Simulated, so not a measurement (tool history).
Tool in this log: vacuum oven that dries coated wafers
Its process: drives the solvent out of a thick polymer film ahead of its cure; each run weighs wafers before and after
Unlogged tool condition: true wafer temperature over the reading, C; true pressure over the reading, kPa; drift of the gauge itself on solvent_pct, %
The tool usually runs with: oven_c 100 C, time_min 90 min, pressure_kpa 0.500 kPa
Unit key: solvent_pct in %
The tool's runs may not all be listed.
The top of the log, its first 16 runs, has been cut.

| run | hour | oven_c | time_min | pressure_kpa | hours of work since the thermocouples were calibrated | hours of work since the vacuum gauge was cleaned of residue | solvent_pct |
|---|---|---|---|---|---|---|---|
| 17 | 340.8 | 100 | 90 | 0.431 | 311 | 944 | 1.70 |
| 18 | 358.3 | 113 | 90 | 0.500 | 318 | 951 | 0.49 |
| 19 | 370.6 | 113 | 90 | 0.500 | 323 | 956 | 0.44 |
| 20 | 388.4 | 113 | 118 | 0.500 | 331 | 963 | 0.30 |
|  | 391.9 | vacuum gauge cleaned of residue and calibrated |
| 21 | 418.0 | 107 | 90 | 0.500 | 342 | 10 | 0.87 |
| 22 | 434.9 | 101 | 128 | 0.809 | 349 | 17 | 0.92 |
|  | 448.0 | vacuum gauge cleaned of residue and calibrated, once more |
| 23 | 453.9 | 100 | 67 | 0.500 | 356 | 2 | 2.98 |
| 24 | 482.6 | 100 | 67 | 0.500 | 367 | 14 | 2.99 |
| 25 | 498.2 | 99 | 97 | 0.500 | 373 | 20 | 1.50 |
| 26 | 527.5 | 99 | 97 | 0.500 | 385 | 32 | 1.50 |
| 27 | 548.3 | 110 | 53 | 0.500 | 394 | 40 | 2.10 |
| 28 | 568.5 | 115 | 62 | 0.500 | 402 | 48 | 0.84 |
| 29 | 594.1 | 105 | 99 | 0.576 | 412 | 59 | 0.83 |
| 30 | 618.5 | 103 | 58 | 1.860 | 422 | 68 | 3.60 |
| 31 | 637.5 | 103 | 84 | 0.428 | 429 | 76 | 1.38 |
| 32 | 660.4 | 101 | 133 | 0.552 | 439 | 85 | 0.57 |
| 33 | 675.8 | 101 | 90 | 0.500 | 445 | 91 | 1.49 |
| 34 | 699.4 | 101 | 90 | 1.032 | 454 | 101 | 1.68 |

4 options for the next run, each taken on its own from the tool as it stands now. Forecast them:
| A | 712.6 | 100 | 82 | 0.500 | 460 | 106 | ? |
| B | 712.6 | 108 | 90 | 1.032 | 460 | 106 | ? |
| C | 712.6 | 100 | 132 | 0.266 | 460 | 106 | ? |
| D | 712.6 | 101 | 105 | 1.592 | 460 | 106 | ? |

| run | solvent_pct |
|---|---|
| A | 2.00 |
| B | 0.89 |
| C | 0.54 |
| D | 1.48 |
What these runs would have given with no unlogged condition in the tool:
| run | solvent_pct |
|---|---|
| A | 1.86 |
| B | 0.82 |
| C | 0.48 |
| D | 1.38 |

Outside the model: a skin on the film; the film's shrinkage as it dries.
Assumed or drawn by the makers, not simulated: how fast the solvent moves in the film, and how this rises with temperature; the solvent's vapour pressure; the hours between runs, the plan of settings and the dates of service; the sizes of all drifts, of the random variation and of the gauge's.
